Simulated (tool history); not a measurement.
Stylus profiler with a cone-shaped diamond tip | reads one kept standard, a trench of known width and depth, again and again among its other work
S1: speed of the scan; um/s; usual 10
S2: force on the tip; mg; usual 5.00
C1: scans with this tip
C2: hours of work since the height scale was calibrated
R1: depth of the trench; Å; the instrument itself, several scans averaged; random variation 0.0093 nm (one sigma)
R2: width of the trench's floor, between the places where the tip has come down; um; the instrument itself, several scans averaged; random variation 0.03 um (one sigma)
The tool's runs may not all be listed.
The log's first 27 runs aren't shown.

run   hour  S1    S2    C1   C2       R1     R2
 28  489.6   3  1.95  7296   66  1003.04  26.99
 29  500.7  27  3.00  7392   74  1004.79  26.94
     522.4  -- height scale calibrated on a step standard, once more
 30  524.6  27  3.00  7593    2  1006.41  26.92
 31  548.8   6  5.07  7802   20  1009.20  26.92
 32  563.2   6  5.07  7925   30  1008.94  26.93
 33  580.9  10  1.83  8077   43  1004.48  26.88
 34  607.3  10  1.83  8305   63  1004.48  26.84
 35  632.6  35  4.16  8523   82  1007.90  26.88
 36  650.7  10  9.71  8679   95  1013.81  26.85
     670.3  -- new tip fitted, height scale calibrated
 37  672.5  13  9.80    19    2  1014.55  28.00
 38  688.6  13  9.80   158   14  1014.67  27.92
 39  704.0  13  9.80   290   25  1014.38  27.89
 40  726.6  13  2.46   484   42  1005.87  27.88
 41  737.5  13  2.46   578   50  1005.80  27.84
 42  762.4   7  2.00   793   68  1005.00  27.83
 43  782.0  32  5.00   961   83  1009.23  27.73
 44  802.6  32  5.00  1139   98  1009.15  27.72
 45  815.1  32  5.00  1247  107  1009.14  27.75
 46  840.4  32  5.00  1465  126  1009.30  27.72

3 ways to go on from here, each from the tool as it stands after run 46. What would each give?
  A  865.7   8  11.09  1682  145   ?   ?
  B  865.7   5   2.44  1682  145   ?   ?
  C  865.7   7   3.70  1682  145   ?   ?

run       R1     R2
  A  1015.56  27.68
  B  1005.72  27.72
  C  1007.58  27.76
Without the tool's hidden state the same runs would have given:
run       R1     R2
  A  1015.39  27.97
  B  1005.55  28.00
  C  1007.41  28.04

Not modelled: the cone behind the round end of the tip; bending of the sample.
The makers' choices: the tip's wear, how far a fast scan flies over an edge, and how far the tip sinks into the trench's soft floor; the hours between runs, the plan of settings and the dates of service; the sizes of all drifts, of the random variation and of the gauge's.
